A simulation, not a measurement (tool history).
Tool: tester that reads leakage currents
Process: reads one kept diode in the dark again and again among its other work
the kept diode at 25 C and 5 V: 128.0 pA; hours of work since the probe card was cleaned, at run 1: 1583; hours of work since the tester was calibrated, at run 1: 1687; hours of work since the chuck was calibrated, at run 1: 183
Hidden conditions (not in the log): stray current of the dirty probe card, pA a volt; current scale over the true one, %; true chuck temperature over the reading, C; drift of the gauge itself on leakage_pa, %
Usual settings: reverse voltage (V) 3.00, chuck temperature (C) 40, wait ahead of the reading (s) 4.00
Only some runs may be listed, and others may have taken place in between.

| run | hour | reverse voltage (V) | chuck temperature (C) | wait ahead of the reading (s) | hours of work since the probe card was cleaned | hours of work since the tester was calibrated | hours of work since the chuck was calibrated | current that the tester gives (pA) |
|---|---|---|---|---|---|---|---|---|
| 1 | 0.0 | 3.00 | 40 | 4.00 | 1583 | 1687 | 183 | 306.97 |
| 2 | 65.1 | 3.00 | 40 | 4.00 | 1624 | 1728 | 224 | 308.52 |
| 3 | 111.9 | 3.00 | 40 | 4.00 | 1653 | 1758 | 253 | 308.92 |
| 4 | 199.9 | 3.00 | 40 | 4.00 | 1708 | 1813 | 308 | 308.35 |
| 5 | 296.8 | 3.00 | 40 | 4.00 | 1769 | 1874 | 369 | 307.93 |
| 6 | 386.2 | 3.00 | 40 | 1.61 | 1825 | 1930 | 425 | 308.03 |
| 7 | 442.0 | 3.00 | 40 | 1.61 | 1860 | 1965 | 460 | 307.47 |
| 8 | 513.0 | 3.00 | 40 | 0.50 | 1905 | 2009 | 505 | 310.26 |
| 9 | 569.9 | 3.00 | 31 | 4.00 | 1941 | 2045 | 540 | 161.48 |
| 10 | 631.6 | 3.00 | 31 | 4.00 | 1979 | 2084 | 579 | 161.41 |
| 11 | 687.7 | 3.00 | 31 | 4.00 | 2015 | 2119 | 614 | 161.09 |
| 12 | 747.6 | 3.00 | 31 | 4.00 | 2052 | 2157 | 652 | 161.36 |
| 13 | 836.9 | 3.00 | 31 | 4.00 | 2108 | 2213 | 708 | 161.66 |
| 14 | 883.7 | 3.00 | 31 | 4.00 | 2138 | 2242 | 737 | 160.50 |
| 15 | 948.9 | 3.00 | 31 | 4.00 | 2179 | 2283 | 778 | 161.26 |
| 16 | 1013.1 | 3.00 | 31 | 4.00 | 2219 | 2323 | 819 | 162.03 |
| 17 | 1107.6 | 17.12 | 40 | 4.00 | 2278 | 2383 | 878 | 668.37 |
|  | 1176.2 | chuck's temperature calibrated |
| 18 | 1182.4 | 17.12 | 40 | 4.00 | 2324 | 2428 | 4 | 669.98 |
| 19 | 1271.7 | 10.95 | 40 | 4.00 | 2380 | 2484 | 60 | 544.45 |
| 20 | 1314.3 | 10.95 | 40 | 4.00 | 2407 | 2511 | 87 | 544.13 |
| 21 | 1391.7 | 2.14 | 20 | 8.30 | 2455 | 2560 | 135 | 59.58 |

Forecast run 22:
| 22 | 1458.6 | 6.14 | 44 | 0.46 | 2497 | 2602 | 177 | ? |

Run 22 came out at current that the tester gives (pA) 559.96.
Had the tool carried no hidden state, the very same run would have given current that the tester gives (pA) 559.92.

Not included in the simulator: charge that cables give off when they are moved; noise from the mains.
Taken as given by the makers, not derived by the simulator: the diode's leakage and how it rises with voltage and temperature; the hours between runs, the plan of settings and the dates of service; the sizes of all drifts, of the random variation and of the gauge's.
